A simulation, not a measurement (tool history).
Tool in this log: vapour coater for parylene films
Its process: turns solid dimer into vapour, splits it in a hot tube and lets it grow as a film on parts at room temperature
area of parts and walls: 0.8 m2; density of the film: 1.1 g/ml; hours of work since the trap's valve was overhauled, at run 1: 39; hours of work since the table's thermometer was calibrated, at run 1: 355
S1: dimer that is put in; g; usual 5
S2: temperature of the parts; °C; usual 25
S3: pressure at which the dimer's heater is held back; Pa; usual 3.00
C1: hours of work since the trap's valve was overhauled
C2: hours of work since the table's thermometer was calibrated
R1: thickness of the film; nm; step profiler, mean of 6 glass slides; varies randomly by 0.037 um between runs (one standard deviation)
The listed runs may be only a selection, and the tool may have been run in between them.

{"run": 1, "hour": 0.0, "S1": 5, "S2": 25, "S3": 3.0, "C1": 39, "C2": 355, "R1": 3760}
{"run": 2, "hour": 16.5, "S1": 5, "S2": 25, "S3": 3.0, "C1": 53, "C2": 368, "R1": 3890}
{"run": 3, "hour": 33.9, "S1": 5, "S2": 24, "S3": 3.0, "C1": 67, "C2": 382, "R1": 3870}
{"run": 4, "hour": 51.9, "S1": 3, "S2": 25, "S3": 3.0, "C1": 82, "C2": 397, "R1": 2340}
{"run": 5, "hour": 64.4, "S1": 3, "S2": 25, "S3": 3.0, "C1": 92, "C2": 408, "R1": 2260}
{"run": 6, "hour": 79.3, "S1": 3, "S2": 25, "S3": 3.0, "C1": 105, "C2": 420, "R1": 2260}
{"run": 7, "hour": 98.9, "S1": 5, "S2": 23, "S3": 3.0, "C1": 121, "C2": 436, "R1": 4040}
{"run": 8, "hour": 112.9, "S1": 5, "S2": 23, "S3": 3.0, "C1": 132, "C2": 448, "R1": 3990}
{"run": 9, "hour": 126.7, "S1": 2, "S2": 22, "S3": 2.11, "C1": 144, "C2": 459, "R1": 1720}
{"run": 10, "hour": 140.9, "S1": 2, "S2": 22, "S3": 2.11, "C1": 155, "C2": 471, "R1": 1710}
{"run": 11, "hour": 155.1, "S1": 3, "S2": 27, "S3": 2.11, "C1": 167, "C2": 482, "R1": 2350}
{"run": 12, "hour": 173.5, "S1": 4, "S2": 24, "S3": 10.76, "C1": 182, "C2": 498, "R1": 2680}
{"run": 13, "hour": 184.8, "S1": 2, "S2": 25, "S3": 3.0, "C1": 192, "C2": 507, "R1": 1530}
{"run": 14, "hour": 194.3, "S1": 2, "S2": 25, "S3": 3.0, "C1": 199, "C2": 515, "R1": 1560}
{"run": 15, "hour": 208.2, "S1": 2, "S2": 25, "S3": 3.0, "C1": 211, "C2": 526, "R1": 1530}

5 options for the next run, each taken on its own from the tool as it stands now. Forecast them:
{"run": "A", "hour": 225.0, "S1": 4, "S2": 25, "S3": 2.09, "C1": 225, "C2": 540, "R1": "?"}
{"run": "B", "hour": 225.0, "S1": 3, "S2": 35, "S3": 4.09, "C1": 225, "C2": 540, "R1": "?"}
{"run": "C", "hour": 225.0, "S1": 3, "S2": 25, "S3": 3.0, "C1": 225, "C2": 540, "R1": "?"}
{"run": "D", "hour": 225.0, "S1": 8, "S2": 32, "S3": 2.35, "C1": 225, "C2": 540, "R1": "?"}
{"run": "E", "hour": 225.0, "S1": 4, "S2": 33, "S3": 9.26, "C1": 225, "C2": 540, "R1": "?"}

run=A R1=3240
run=B R1=1900
run=C R1=2300
run=D R1=5580
run=E R1=2300
Had the tool no hidden state, the same runs would have come out as:
run=A R1=3250
run=B R1=1910
run=C R1=2310
run=D R1=5590
run=E R1=2310
